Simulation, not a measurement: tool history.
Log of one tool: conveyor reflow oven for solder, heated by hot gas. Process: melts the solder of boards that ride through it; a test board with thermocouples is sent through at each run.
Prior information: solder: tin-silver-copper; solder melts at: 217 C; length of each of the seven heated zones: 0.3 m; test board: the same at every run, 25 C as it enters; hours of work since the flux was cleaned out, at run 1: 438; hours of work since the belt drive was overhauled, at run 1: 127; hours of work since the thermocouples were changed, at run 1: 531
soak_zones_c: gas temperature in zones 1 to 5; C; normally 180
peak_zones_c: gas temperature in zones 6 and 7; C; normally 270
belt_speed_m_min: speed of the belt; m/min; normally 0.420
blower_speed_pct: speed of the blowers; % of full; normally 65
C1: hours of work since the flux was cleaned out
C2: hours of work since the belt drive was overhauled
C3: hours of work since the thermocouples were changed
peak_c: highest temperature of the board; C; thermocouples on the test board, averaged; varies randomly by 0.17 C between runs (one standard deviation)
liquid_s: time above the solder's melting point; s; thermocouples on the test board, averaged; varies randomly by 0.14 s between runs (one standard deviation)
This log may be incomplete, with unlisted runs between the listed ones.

Run 1, day 0.000: usual settings; C1 438; C2 127; C3 531. Result: peak_c 249.8 C, liquid_s 64.0 s.
Run 2, day 0.458: usual settings but belt_speed_m_min 0.356 m/min; C1 445; C2 134; C3 538. Result: peak_c 255.1 C, liquid_s 82.2 s.
Run 3, day 1.112: usual settings but belt_speed_m_min 0.356 m/min; C1 455; C2 144; C3 548. Result: peak_c 255.4 C, liquid_s 82.0 s.
At day 1.879: flux residue cleaned out of gas plates and filters.
Run 4, day 2.012: usual settings; C1 2; C2 155; C3 559. Result: peak_c 252.8 C, liquid_s 67.2 s.
Run 5, day 2.458: usual settings; C1 9; C2 162; C3 566. Result: peak_c 252.5 C, liquid_s 66.9 s.
Run 6, day 2.942: usual settings; C1 16; C2 169; C3 573. Result: peak_c 252.8 C, liquid_s 66.8 s.
Run 7, day 3.246: usual settings; C1 21; C2 174; C3 578. Result: peak_c 252.3 C, liquid_s 66.6 s.
Run 8, day 3.729: usual settings; C1 29; C2 182; C3 586. Result: peak_c 252.5 C, liquid_s 66.6 s.
Run 9, day 4.458: usual settings but peak_zones_c 283 C; C1 40; C2 193; C3 597. Result: peak_c 263.6 C, liquid_s 74.4 s.
Run 10, day 4.933: usual settings but peak_zones_c 283 C, belt_speed_m_min 0.413 m/min, blower_speed_pct 68 % of full; C1 47; C2 200; C3 604. Result: peak_c 264.8 C, liquid_s 76.7 s.
Run 11, day 5.583: usual settings but peak_zones_c 283 C, belt_speed_m_min 0.413 m/min, blower_speed_pct 68 % of full; C1 57; C2 210; C3 614. Result: peak_c 264.7 C, liquid_s 76.7 s.
Run 12, day 6.038: usual settings but peak_zones_c 272 C, belt_speed_m_min 0.361 m/min, blower_speed_pct 64 % of full; C1 65; C2 218; C3 621. Result: peak_c 258.1 C, liquid_s 83.9 s.
Run 13, day 6.654: usual settings but soak_zones_c 179 C, peak_zones_c 267 C, belt_speed_m_min 0.404 m/min, blower_speed_pct 61 % of full; C1 74; C2 227; C3 631. Result: peak_c 249.8 C, liquid_s 66.9 s.
Run 14, day 6.958: usual settings but soak_zones_c 179 C, peak_zones_c 267 C, belt_speed_m_min 0.457 m/min, blower_speed_pct 57 % of full; C1 79; C2 232; C3 636. Result: peak_c 245.0 C, liquid_s 53.4 s.
Run 15, day 7.333: usual settings but soak_zones_c 168 C, peak_zones_c 267 C, belt_speed_m_min 0.355 m/min, blower_speed_pct 57 % of full; C1 85; C2 238; C3 642. Result: peak_c 251.2 C, liquid_s 73.4 s.

Here are 5 independent what-if runs from the current tool condition. What would each one return?
Run A, day 7.929: usual settings but soak_zones_c 181 C, peak_zones_c 264 C, belt_speed_m_min 0.363 m/min; C1 94; C2 247; C3 651. Result: peak_c ?, liquid_s ?.
Run B, day 7.929: usual settings but soak_zones_c 168 C, peak_zones_c 271 C, belt_speed_m_min 0.355 m/min, blower_speed_pct 76 % of full; C1 94; C2 247; C3 651. Result: peak_c ?, liquid_s ?.
Run C, day 7.929: usual settings but soak_zones_c 191 C, peak_zones_c 261 C; C1 94; C2 247; C3 651. Result: peak_c ?, liquid_s ?.
Run D, day 7.929: usual settings but peak_zones_c 282 C, belt_speed_m_min 0.388 m/min, blower_speed_pct 57 % of full; C1 94; C2 247; C3 651. Result: peak_c ?, liquid_s ?.
Run E, day 7.929: usual settings but soak_zones_c 168 C, peak_zones_c 282 C, belt_speed_m_min 0.483 m/min, blower_speed_pct 52 % of full; C1 94; C2 247; C3 651. Result: peak_c ?, liquid_s ?.

run  peak_c  liquid_s
  A   251.0      78.2
  B   257.8      80.1
  C   246.5      67.4
  D   263.6      80.7
  E   250.6      50.0
What these runs would have given with no unlogged condition in the tool:
run  peak_c  liquid_s
  A   252.8      79.5
  B   259.7      81.3
  C   248.3      68.7
  D   265.5      81.6
  E   252.5      51.4
